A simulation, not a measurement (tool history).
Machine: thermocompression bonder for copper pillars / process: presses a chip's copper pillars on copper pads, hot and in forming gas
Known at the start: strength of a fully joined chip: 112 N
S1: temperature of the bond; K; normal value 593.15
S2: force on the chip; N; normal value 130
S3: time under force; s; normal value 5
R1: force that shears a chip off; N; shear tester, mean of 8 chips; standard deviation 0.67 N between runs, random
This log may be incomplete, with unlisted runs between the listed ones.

run	day	S1	S2	S3	R1
1	0.000	593.15	130	5	42.1
2	1.721	593.15	130	5	41.2
3	3.567	593.15	85	5	26.4
4	4.538	606.15	130	5	46.3
5	5.846	606.15	130	5	45.7
6	6.996	606.15	130	5	45.0
7	7.888	606.15	130	5	45.1
8	9.238	606.15	130	5	44.2
9	10.679	606.15	130	5	44.2
10	12.525	593.15	180	5	52.5
# day 13.712: forming gas filter changed
11	14.067	593.15	180	5	57.5
12	15.088	593.15	91	5	30.7
13	16.692	593.15	91	5	31.3
14	17.525	593.15	166	5	52.7
15	18.883	593.15	166	5	53.1
16	20.067	593.15	166	5	53.1
17	21.742	593.15	130	5	42.3
18	23.562	593.15	185	5	56.7
19	25.392	594.15	168	9	62.2
20	26.742	609.15	189	6	68.2
21	28.183	602.15	179	3	48.5
22	29.192	569.15	183	4	38.4
23	29.992	569.15	183	4	38.8
24	31.617	565.15	130	14	43.2
# day 31.829: force cell calibrated
25	33.071	612.15	97	5	35.8
26	34.679	575.15	162	5	38.7
27	36.162	599.15	182	4	48.7
28	37.275	599.15	182	4	48.9
# day 38.717: heater calibrated with a thermocouple chip
29	39.117	616.15	88	13	49.2
# day 39.683: forming gas filter changed
30	41.008	582.15	92	11	39.4
31	42.533	582.15	92	11	39.0
32	43.988	586.15	121	12	52.9
33	45.242	569.15	91	5	23.1
34	46.479	571.15	81	3	15.8
35	47.629	620.15	163	4	62.1
36	48.554	568.15	163	12	55.6

Results for each run, recomputed without the tool's hidden state and with each run's random variation untouched:
The tool's hidden condition here consists of: true temperature of the bond over the reading, C; force that reaches the chip, % of what is set; oxide that the forming gas leaves, % of the face; drift of the gauge itself on shear_n, %.
run	R1
1	45.6
2	45.0
3	29.2
4	51.2
5	50.9
6	50.5
7	50.9
8	50.2
9	50.6
10	60.6
11	59.0
12	31.9
13	32.8
14	55.1
15	55.9
16	56.2
17	45.2
18	61.1
19	67.6
20	74.2
21	53.4
22	43.1
23	43.6
24	49.1
25	42.0
26	46.3
27	58.1
28	58.4
29	55.7
30	39.6
31	39.6
32	54.0
33	23.8
34	16.4
35	64.5
36	58.2
